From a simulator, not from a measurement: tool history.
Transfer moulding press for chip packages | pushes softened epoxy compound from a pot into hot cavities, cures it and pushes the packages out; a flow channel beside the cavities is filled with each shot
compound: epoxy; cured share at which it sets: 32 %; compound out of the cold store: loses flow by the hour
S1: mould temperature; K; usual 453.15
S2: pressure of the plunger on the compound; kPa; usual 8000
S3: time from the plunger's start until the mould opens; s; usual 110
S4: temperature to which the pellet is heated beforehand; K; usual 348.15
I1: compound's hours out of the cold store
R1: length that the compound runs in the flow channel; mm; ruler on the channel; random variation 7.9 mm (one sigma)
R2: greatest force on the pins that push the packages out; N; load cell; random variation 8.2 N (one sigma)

run,hour,S1,S2,S3,S4,I1,R1,R2
1,0.0,453.15,8000,110,348.15,14.8,930,644
2,43.8,453.15,8000,110,348.15,29.6,873,729
# hour 59.5: cavities cleaned with cleaning compound and waxed
3,98.1,453.15,8000,110,341.15,37.1,838,608
# hour 111.4: mould's thermocouples calibrated
4,146.3,453.15,8000,110,341.15,31.6,852,729
# hour 163.5: cavities cleaned with cleaning compound and waxed
5,200.0,453.15,9410,110,348.15,24.6,921,613
6,236.0,453.15,9410,110,348.15,30.5,907,698
# hour 263.3: cavities cleaned with cleaning compound and waxed
7,289.1,453.15,8000,110,350.15,30.1,823,538
8,336.1,453.15,8000,110,350.15,27.3,807,709
# hour 366.1: cavities cleaned with cleaning compound and waxed
9,377.2,453.15,8000,110,350.15,21.6,812,490
# hour 401.3: plunger's sealing rings changed
10,414.8,453.15,8000,110,350.15,14.6,959,649
11,459.6,453.15,8000,96,348.15,15.4,956,986
# hour 470.1: cavities cleaned with cleaning compound and waxed
12,532.9,453.15,8000,144,348.15,8.8,941,565
# hour 569.7: cavities cleaned with cleaning compound and waxed
13,581.1,453.15,8000,144,348.15,18.0,939,397
# hour 588.5: mould's thermocouples calibrated
14,629.8,453.15,8000,144,348.15,42.9,821,552
# hour 671.5: cavities cleaned with cleaning compound and waxed
15,713.2,458.15,6620,119,348.15,8.6,829,531
16,746.5,453.15,9340,110,343.15,27.9,908,740
# hour 774.8: cavities cleaned with cleaning compound and waxed
17,820.1,453.15,9840,110,343.15,38.6,860,637
# hour 876.4: cavities cleaned with cleaning compound and waxed
18,897.5,459.15,6500,131,349.15,12.6,755,429
# hour 941.4: plunger's sealing rings changed
19,949.0,451.15,8000,110,344.15,33.8,878,758
# hour 981.7: cavities cleaned with cleaning compound and waxed
20,1027.4,456.15,9260,128,339.15,8.7,1035,554
# hour 1064.6: mould's thermocouples calibrated
# hour 1086.6: cavities cleaned with cleaning compound and waxed
21,1097.5,453.15,7680,134,348.15,17.1,907,387
22,1165.5,453.15,8000,126,348.15,26.8,871,599
# hour 1186.9: cavities cleaned with cleaning compound and waxed
23,1210.7,459.15,8000,110,347.15,13.8,890,452
24,1277.2,454.15,7410,113,348.15,10.5,873,697
# hour 1289.6: cavities cleaned with cleaning compound and waxed
25,1339.9,447.15,7440,116,340.15,43.3,761,812
26,1384.4,453.15,9560,115,350.15,39.7,854,679

The next listed run, before its measurement:
# hour 1389.7: cavities cleaned with cleaning compound and waxed
27,1419.8,446.15,9020,106,349.15,20.5,?,?

{"run 27": {"R1": 892, "R2": 947}}
Without the tool's hidden state the same run would have given R1 1015 mm, R2 581 N.
